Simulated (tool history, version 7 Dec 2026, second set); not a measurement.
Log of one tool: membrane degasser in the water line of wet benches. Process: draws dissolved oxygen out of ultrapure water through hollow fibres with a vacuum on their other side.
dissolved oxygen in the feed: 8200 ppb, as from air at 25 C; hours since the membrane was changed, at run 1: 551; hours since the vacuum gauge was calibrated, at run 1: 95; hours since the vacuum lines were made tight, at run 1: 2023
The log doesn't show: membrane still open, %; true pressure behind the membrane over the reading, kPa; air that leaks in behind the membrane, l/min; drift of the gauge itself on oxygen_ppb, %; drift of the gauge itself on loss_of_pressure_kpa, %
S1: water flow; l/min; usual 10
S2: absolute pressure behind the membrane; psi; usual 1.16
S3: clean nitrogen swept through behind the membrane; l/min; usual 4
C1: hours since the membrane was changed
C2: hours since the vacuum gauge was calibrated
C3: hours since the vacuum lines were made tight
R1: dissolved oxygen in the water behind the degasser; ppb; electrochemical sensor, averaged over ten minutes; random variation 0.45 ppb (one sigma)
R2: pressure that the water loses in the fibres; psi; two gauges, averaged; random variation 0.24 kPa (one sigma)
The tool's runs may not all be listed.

{"run": 1, "hour": 0.0, "S1": 10, "S2": 1.16, "S3": 4, "C1": 551, "C2": 95, "C3": 2023, "R1": 34.9, "R2": 9.233}
{"run": 2, "hour": 78.3, "S1": 10, "S2": 1.16, "S3": 4, "C1": 629, "C2": 174, "C3": 2102, "R1": 34.5, "R2": 9.219}
{"run": 3, "hour": 187.0, "S1": 10, "S2": 1.16, "S3": 4, "C1": 738, "C2": 282, "C3": 2210, "R1": 33.8, "R2": 9.28}
{"run": 4, "hour": 280.6, "S1": 10, "S2": 1.16, "S3": 4, "C1": 831, "C2": 376, "C3": 2304, "R1": 34.3, "R2": 9.256}
{"run": 5, "hour": 418.4, "S1": 10, "S2": 2.689, "S3": 4, "C1": 969, "C2": 514, "C3": 2442, "R1": 96.7, "R2": 9.23}
{"run": 6, "hour": 476.8, "S1": 10, "S2": 2.244, "S3": 4, "C1": 1028, "C2": 572, "C3": 2500, "R1": 80.4, "R2": 9.275}
{"run": 7, "hour": 555.9, "S1": 9, "S2": 1.16, "S3": 4, "C1": 1107, "C2": 651, "C3": 2579, "R1": 28.8, "R2": 8.354}
{"run": 8, "hour": 647.6, "S1": 7, "S2": 1.16, "S3": 4, "C1": 1198, "C2": 743, "C3": 2671, "R1": 21.8, "R2": 6.485}
{"run": 9, "hour": 728.6, "S1": 7, "S2": 1.16, "S3": 4, "C1": 1279, "C2": 824, "C3": 2752, "R1": 21.8, "R2": 6.505}
{"run": 10, "hour": 865.8, "S1": 10, "S2": 1.16, "S3": 4, "C1": 1417, "C2": 961, "C3": 2889, "R1": 34.5, "R2": 9.24}
{"run": 11, "hour": 965.5, "S1": 10, "S2": 1.16, "S3": 4, "C1": 1516, "C2": 1061, "C3": 2989, "R1": 34.5, "R2": 9.322}
{"run": 12, "hour": 1033.8, "S1": 10, "S2": 1.16, "S3": 4, "C1": 1585, "C2": 1129, "C3": 3057, "R1": 34.7, "R2": 9.382}
{"run": 13, "hour": 1092.7, "S1": 10, "S2": 1.16, "S3": 4, "C1": 1644, "C2": 1188, "C3": 3116, "R1": 34.1, "R2": 9.281}
{"run": 14, "hour": 1173.6, "S1": 10, "S2": 2.187, "S3": 4, "C1": 1724, "C2": 1269, "C3": 3197, "R1": 77.2, "R2": 9.309}
{"run": 15, "hour": 1239.1, "S1": 10, "S2": 2.187, "S3": 4, "C1": 1790, "C2": 1334, "C3": 3263, "R1": 77.6, "R2": 9.336}
{"run": 16, "hour": 1322.0, "S1": 10, "S2": 2.187, "S3": 4, "C1": 1873, "C2": 1417, "C3": 3345, "R1": 78.1, "R2": 9.29}
{"run": 17, "hour": 1434.4, "S1": 11, "S2": 2.187, "S3": 5, "C1": 1985, "C2": 1530, "C3": 3458, "R1": 72.1, "R2": 10.309}
{"run": 18, "hour": 1518.1, "S1": 11, "S2": 2.187, "S3": 5, "C1": 2069, "C2": 1613, "C3": 3542, "R1": 70.8, "R2": 10.23}
{"run": 19, "hour": 1624.9, "S1": 7, "S2": 2.187, "S3": 3.98, "C1": 2176, "C2": 1720, "C3": 3648, "R1": 52.9, "R2": 6.54}
{"run": 20, "hour": 1721.5, "S1": 16, "S2": 1.16, "S3": 2.08, "C1": 2272, "C2": 1817, "C3": 3745, "R1": 125.1, "R2": 14.895}
{"run": 21, "hour": 1839.3, "S1": 16, "S2": 1.16, "S3": 2.08, "C1": 2390, "C2": 1935, "C3": 3863, "R1": 124.9, "R2": 15.026}
{"run": 22, "hour": 1938.4, "S1": 16, "S2": 1.16, "S3": 2.08, "C1": 2489, "C2": 2034, "C3": 3962, "R1": 127.6, "R2": 15.013}
{"run": 23, "hour": 2069.2, "S1": 7, "S2": 1.202, "S3": 3.13, "C1": 2620, "C2": 2164, "C3": 4093, "R1": 28.4, "R2": 6.505}
{"run": 24, "hour": 2193.5, "S1": 6, "S2": 0.783, "S3": 4, "C1": 2744, "C2": 2289, "C3": 4217, "R1": 8.3, "R2": 5.598}
{"run": 25, "hour": 2261.6, "S1": 11, "S2": 0.783, "S3": 1.87, "C1": 2812, "C2": 2357, "C3": 4285, "R1": 38.4, "R2": 10.33}
{"run": 26, "hour": 2356.1, "S1": 11, "S2": 0.783, "S3": 1.87, "C1": 2907, "C2": 2451, "C3": 4380, "R1": 38.4, "R2": 10.363}
{"run": 27, "hour": 2454.2, "S1": 10, "S2": 1.656, "S3": 3.69, "C1": 3005, "C2": 2549, "C3": 4478, "R1": 59.3, "R2": 9.416}
{"run": 28, "hour": 2530.0, "S1": 9, "S2": 2.29, "S3": 5.38, "C1": 3081, "C2": 2625, "C3": 4553, "R1": 54.5, "R2": 8.432}
{"run": 29, "hour": 2622.0, "S1": 6, "S2": 1.371, "S3": 11.06, "C1": 3173, "C2": 2717, "C3": 4645, "R1": 8.6, "R2": 5.646}
{"run": 30, "hour": 2724.1, "S1": 10, "S2": 1.192, "S3": 9.8, "C1": 3275, "C2": 2819, "C3": 4748, "R1": 17.2, "R2": 9.433}
{"run": 31, "hour": 2860.5, "S1": 12, "S2": 1.16, "S3": 4, "C1": 3411, "C2": 2956, "C3": 4884, "R1": 45, "R2": 11.301}

Some steps in R2 between neighbouring runs. How much of each would the tool show without its hidden state too (settings, what came in, random variation), and how much is left for the hidden state, with any gauge scatter that isn't in both results?
Run 19 -> 20: S1 7 -> 16, S2 2.187 -> 1.16, S3 3.98 -> 2.08. R2 +8.356 psi: hidden state +0.109, all else +8.247.
Run 22 -> 23: S1 16 -> 7, S2 1.16 -> 1.202, S3 2.08 -> 3.13. R2 -8.508 psi: hidden state -0.113, all else -8.395.
Run 24 -> 25: S1 6 -> 11, S3 4 -> 1.87. R2 +4.731 psi: hidden state +0.08, all else +4.651.
